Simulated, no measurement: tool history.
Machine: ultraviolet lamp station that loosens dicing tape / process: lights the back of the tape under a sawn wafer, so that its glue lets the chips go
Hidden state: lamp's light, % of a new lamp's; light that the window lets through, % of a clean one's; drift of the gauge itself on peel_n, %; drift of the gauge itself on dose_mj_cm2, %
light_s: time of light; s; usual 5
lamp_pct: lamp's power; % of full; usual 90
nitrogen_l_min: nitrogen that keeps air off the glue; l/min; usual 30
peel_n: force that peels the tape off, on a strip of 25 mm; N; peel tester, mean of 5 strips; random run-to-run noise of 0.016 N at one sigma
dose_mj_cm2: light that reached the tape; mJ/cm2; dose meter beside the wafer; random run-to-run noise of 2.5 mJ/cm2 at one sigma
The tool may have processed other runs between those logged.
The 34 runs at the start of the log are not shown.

run   hour  light_s  lamp_pct  nitrogen_l_min  hours of work of the lamp  hours of work since the window was cleaned  peel_n  dose_mj_cm2
 35  476.9        2        91              30                        616                                          23   3.741           99
 36  488.8        7        94              44                        622                                          29   0.319          370
 37  499.1        7        94              44                        628                                          35   0.338          363
 38  508.1        7        96              40                        632                                          39   0.338          378
 39    528        3        65              47                        643                                          50   3.119          108
 40  541.6        3        65              47                        650                                          57   3.159          109
 41  553.4        3        65              47                        656                                          63   3.121          109
 42  566.2        5        75              36                        663                                          70   1.417          204
 43  582.5        5        71              25                        671                                          78   1.894          189

Branching from run 43: 3 alternative next runs. What would each branch give?
  A  593.3        5        71              39                        677                                          84       ?            ?
  B  593.3        3        62              22                        677                                          84       ?            ?
  C  593.3        3        66              28                        677                                          84       ?            ?

run  peel_n  dose_mj_cm2
  A   1.478          187
  B   4.156          100
  C   3.658          109
With no hidden state in the tool, these same runs would have given:
run  peel_n  dose_mj_cm2
  A   1.013          229
  B   3.497          122
  C   2.996          133
